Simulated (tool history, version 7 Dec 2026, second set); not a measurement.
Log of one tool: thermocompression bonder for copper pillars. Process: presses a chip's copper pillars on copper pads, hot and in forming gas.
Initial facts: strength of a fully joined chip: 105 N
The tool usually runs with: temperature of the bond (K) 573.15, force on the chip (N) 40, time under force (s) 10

run	hour	temperature of the bond (K)	force on the chip (N)	time under force (s)	force that shears a chip off (N)
1	0	573.15	40	10	75.5
2	15.5	573.15	40	10	75
3	34.5	573.15	40	10	75.3
4	51.1	573.15	40	10	73.8
5	75.1	573.15	40	9	73.1
6	110	573.15	40	9	73.1
7	144.2	567.15	42	9	72.8
8	179.2	567.15	42	5	62
9	202.2	574.15	33	9	63
10	238.3	577.15	52	8	80

Removed from this log: 2 entries logged between the listed runs. Between which two listed runs does each belong, and how does the tool's hidden state at the listed run before it compare with that at the listed run after it?
Runs 4 to 5: force cell calibrated (hour 55.3)
  true temperature of the bond over the reading, C: 3.6 -> 3.7; force that reaches the chip, % of what is set: 103.7 -> 106; oxide that the forming gas leaves, % of the face: 5.57 -> 5.98
  measured minus no-state result, force that shears a chip off (N): -0.7 -> +0.3
Runs 9 to 10: force cell calibrated, once more (hour 229.5)
  true temperature of the bond over the reading, C: 4.1 -> 4.3; force that reaches the chip, % of what is set: 106.2 -> 100.5; oxide that the forming gas leaves, % of the face: 8.39 -> 9.02
  measured minus no-state result, force that shears a chip off (N): -0.4 -> -5.9
